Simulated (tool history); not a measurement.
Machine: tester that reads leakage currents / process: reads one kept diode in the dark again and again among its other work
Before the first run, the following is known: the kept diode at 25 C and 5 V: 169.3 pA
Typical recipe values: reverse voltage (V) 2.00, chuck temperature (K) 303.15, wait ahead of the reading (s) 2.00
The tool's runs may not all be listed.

| run | day | reverse voltage (V) | chuck temperature (K) | wait ahead of the reading (s) | current that the tester gives (pA) |
|---|---|---|---|---|---|
| 1 | 0.000 | 2.00 | 303.15 | 2.00 | 181.33 |
| 2 | 2.296 | 2.00 | 303.15 | 2.00 | 182.35 |
| 3 | 4.442 | 2.00 | 303.15 | 2.00 | 182.14 |
| 4 | 6.133 | 2.00 | 303.15 | 2.00 | 183.36 |
| 5 | 7.929 | 2.00 | 303.15 | 2.00 | 184.50 |
| 6 | 11.183 | 2.00 | 303.15 | 0.60 | 186.11 |
| 7 | 13.808 | 2.00 | 303.15 | 0.60 | 187.98 |
| 8 | 15.146 | 2.00 | 303.15 | 0.60 | 187.68 |
| 9 | 17.325 | 2.00 | 303.15 | 0.60 | 188.51 |
| 10 | 19.008 | 2.00 | 303.15 | 0.60 | 189.75 |
| 11 | 20.338 | 1.61 | 326.15 | 5.49 | 1190.91 |
| 12 | 23.575 | 1.09 | 312.15 | 5.49 | 300.02 |
| 13 | 25.633 | 8.28 | 296.15 | 3.24 | 233.68 |
| 14 | 28.679 | 2.80 | 308.15 | 0.75 | 324.94 |
| 15 | 31.062 | 2.80 | 308.15 | 0.75 | 326.18 |
| 16 | 34.092 | 2.80 | 308.15 | 0.75 | 328.36 |
| 17 | 37.025 | 2.80 | 308.15 | 0.75 | 330.23 |

Not shown here: 1 entry made in the log between runs. Locate each between two listed runs and compare the hidden state at the listed run before it with the hidden state at the listed run after it:
Between runs 13 and 14: chuck's temperature calibrated (day 27.929)
  stray current of the dirty probe card, pA a volt: 2.055 -> 2.078; current scale over the true one, %: 0.7 -> 0.72; true chuck temperature over the reading, C: 1.44 -> 0.14
  measured value less the no-hidden-state value, current that the tester gives (pA): +46.63 -> +11.92
